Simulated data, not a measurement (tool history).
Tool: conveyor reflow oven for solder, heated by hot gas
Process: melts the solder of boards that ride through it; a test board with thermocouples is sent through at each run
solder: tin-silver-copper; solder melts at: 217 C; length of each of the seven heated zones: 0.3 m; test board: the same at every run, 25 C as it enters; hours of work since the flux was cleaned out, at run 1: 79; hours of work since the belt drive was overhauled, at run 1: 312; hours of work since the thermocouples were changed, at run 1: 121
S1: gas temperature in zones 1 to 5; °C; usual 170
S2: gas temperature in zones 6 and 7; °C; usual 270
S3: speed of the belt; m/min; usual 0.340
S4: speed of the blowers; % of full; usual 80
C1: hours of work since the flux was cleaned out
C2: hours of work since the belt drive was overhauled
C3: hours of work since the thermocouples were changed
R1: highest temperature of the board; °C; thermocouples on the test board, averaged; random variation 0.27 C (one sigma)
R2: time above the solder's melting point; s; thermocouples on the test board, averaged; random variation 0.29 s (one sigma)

Run 1, hour 0.0: usual settings; C1 79; C2 312; C3 121. Result: R1 259.7 °C, R2 87.4 s.
Run 2, hour 28.5: usual settings; C1 101; C2 333; C3 143. Result: R1 260.0 °C, R2 87.4 s.
Run 3, hour 85.7: usual settings; C1 144; C2 377; C3 186. Result: R1 259.7 °C, R2 87.2 s.
Run 4, hour 133.6: usual settings; C1 181; C2 413; C3 223. Result: R1 259.1 °C, R2 86.8 s.
Run 5, hour 164.1: usual settings; C1 204; C2 437; C3 246. Result: R1 258.9 °C, R2 86.8 s.
Run 6, hour 193.9: usual settings but S4 62 % of full; C1 227; C2 459; C3 269. Result: R1 255.0 °C, R2 82.5 s.
Run 7, hour 221.4: usual settings but S4 62 % of full; C1 248; C2 480; C3 290. Result: R1 255.5 °C, R2 82.6 s.
At hour 243.2: flux residue cleaned out of gas plates and filters.
Run 8, hour 256.7: usual settings but S4 77 % of full; C1 10; C2 503; C3 313. Result: R1 259.1 °C, R2 86.8 s.
Run 9, hour 284.3: usual settings; C1 31; C2 525; C3 334. Result: R1 259.2 °C, R2 87.5 s.
Run 10, hour 330.0: usual settings; C1 66; C2 559; C3 369. Result: R1 259.1 °C, R2 86.9 s.
Run 11, hour 374.6: usual settings; C1 100; C2 593; C3 403. Result: R1 259.1 °C, R2 87.4 s.
Run 12, hour 409.4: usual settings; C1 127; C2 620; C3 429. Result: R1 258.9 °C, R2 87.1 s.
Run 13, hour 434.8: usual settings but S2 269 °C, S3 0.271 m/min; C1 146; C2 639; C3 449. Result: R1 262.4 °C, R2 115.6 s.
Run 14, hour 468.8: usual settings but S1 167 °C, S2 273 °C, S3 0.400 m/min; C1 172; C2 665; C3 475. Result: R1 256.8 °C, R2 69.8 s.
Run 15, hour 506.1: usual settings but S1 167 °C, S2 273 °C, S3 0.400 m/min; C1 201; C2 694; C3 503. Result: R1 256.6 °C, R2 69.5 s.
Run 16, hour 558.0: usual settings but S3 0.375 m/min, S4 64 % of full; C1 240; C2 733; C3 543. Result: R1 251.9 °C, R2 71.4 s.
At hour 565.2: belt drive overhauled, speed set with a stopwatch.
At hour 593.4: flux residue cleaned out of gas plates and filters.
Run 17, hour 617.4: usual settings but S2 268 °C, S3 0.408 m/min; C1 18; C2 36; C3 581. Result: R1 252.4 °C, R2 67.4 s.
Run 18, hour 654.7: usual settings but S2 268 °C, S3 0.408 m/min; C1 47; C2 64; C3 610. Result: R1 252.3 °C, R2 67.3 s.
At hour 699.8: thermocouples of zones 6 and 7 changed.
Run 19, hour 706.4: usual settings but S4 79 % of full; C1 85; C2 102; C3 5. Result: R1 260.7 °C, R2 89.7 s.
Run 20, hour 731.4: usual settings but S1 162 °C, S2 280 °C, S3 0.278 m/min, S4 51 % of full; C1 104; C2 121; C3 24. Result: R1 268.6 °C, R2 112.3 s.
Run 21, hour 755.6: usual settings but S1 173 °C, S2 266 °C, S3 0.283 m/min, S4 73 % of full; C1 122; C2 140; C3 43. Result: R1 259.9 °C, R2 110.2 s.
At hour 796.8: belt drive overhauled, speed set with a stopwatch, once more.
Run 22, hour 812.5: usual settings but S1 183 °C, S2 261 °C, S3 0.299 m/min, S4 62 % of full; C1 163; C2 12; C3 83. Result: R1 252.4 °C, R2 99.5 s.
Run 23, hour 838.6: usual settings but S1 183 °C, S2 261 °C, S3 0.299 m/min, S4 62 % of full; C1 182; C2 32; C3 103. Result: R1 253.0 °C, R2 99.4 s.

5 ways to go on from here, each from the tool as it stands after run 23. What would each give?
Run A, hour 885.5: usual settings but S1 158 °C, S2 281 °C; C1 218; C2 68; C3 139. Result: R1 ?, R2 ?.
Run B, hour 885.5: usual settings but S2 276 °C; C1 218; C2 68; C3 139. Result: R1 ?, R2 ?.
Run C, hour 885.5: usual settings but S1 183 °C, S2 272 °C, S3 0.299 m/min, S4 54 % of full; C1 218; C2 68; C3 139. Result: R1 ?, R2 ?.
Run D, hour 885.5: usual settings but S1 177 °C, S4 72 % of full; C1 218; C2 68; C3 139. Result: R1 ?, R2 ?.
Run E, hour 885.5: usual settings but S2 283 °C, S3 0.283 m/min, S4 62 % of full; C1 218; C2 68; C3 139. Result: R1 ?, R2 ?.

run     R1     R2
  A  268.0   87.7
  B  265.3   90.5
  C  261.2  105.8
  D  258.5   88.4
  E  272.6  113.9
Without the tool's hidden state the same runs would have given:
run     R1     R2
  A  269.3   88.5
  B  266.5   91.2
  C  262.0  106.3
  D  259.5   89.2
  E  273.5  114.3
